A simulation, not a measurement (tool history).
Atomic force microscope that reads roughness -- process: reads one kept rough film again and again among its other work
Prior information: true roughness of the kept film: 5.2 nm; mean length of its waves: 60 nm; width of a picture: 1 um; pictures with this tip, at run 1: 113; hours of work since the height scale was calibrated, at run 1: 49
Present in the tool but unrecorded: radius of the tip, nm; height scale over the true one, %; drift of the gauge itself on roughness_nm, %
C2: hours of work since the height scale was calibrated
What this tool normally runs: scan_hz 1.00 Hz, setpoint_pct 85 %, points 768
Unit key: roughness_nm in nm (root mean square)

run 1 hour=0.0 | scan_hz=1.00 setpoint_pct=85 points=768 | pictures_with_this_tip=113 C2=49 | roughness_nm=4.753
run 2 hour=7.6 | scan_hz=1.00 setpoint_pct=85 points=739 | pictures_with_this_tip=119 C2=52 | roughness_nm=4.700
run 3 hour=17.9 | scan_hz=1.00 setpoint_pct=85 points=739 | pictures_with_this_tip=126 C2=56 | roughness_nm=4.740
run 4 hour=27.5 | scan_hz=1.00 setpoint_pct=85 points=739 | pictures_with_this_tip=134 C2=60 | roughness_nm=4.734
run 5 hour=32.1 | scan_hz=1.00 setpoint_pct=85 points=739 | pictures_with_this_tip=137 C2=62 | roughness_nm=4.712
run 6 hour=39.4 | scan_hz=0.79 setpoint_pct=85 points=739 | pictures_with_this_tip=142 C2=65 | roughness_nm=4.766
run 7 hour=46.0 | scan_hz=1.00 setpoint_pct=85 points=897 | pictures_with_this_tip=147 C2=68 | roughness_nm=4.702
run 8 hour=52.0 | scan_hz=1.10 setpoint_pct=86 points=274 | pictures_with_this_tip=152 C2=70 | roughness_nm=4.700
run 9 hour=62.0 | scan_hz=1.03 setpoint_pct=84 points=768 | pictures_with_this_tip=159 C2=74 | roughness_nm=4.742
run 10 hour=68.2 | scan_hz=0.56 setpoint_pct=61 points=413 | pictures_with_this_tip=164 C2=77 | roughness_nm=4.901

What will run 11 give?
run 11 hour=74.7 | scan_hz=0.60 setpoint_pct=61 points=267 | pictures_with_this_tip=169 C2=79 | roughness_nm=?

Run 11 yielded roughness_nm 4.813 nm (root mean square).
With the hidden condition absent and the run-to-run variation left alone, this run would have shown roughness_nm 4.819 nm (root mean square).

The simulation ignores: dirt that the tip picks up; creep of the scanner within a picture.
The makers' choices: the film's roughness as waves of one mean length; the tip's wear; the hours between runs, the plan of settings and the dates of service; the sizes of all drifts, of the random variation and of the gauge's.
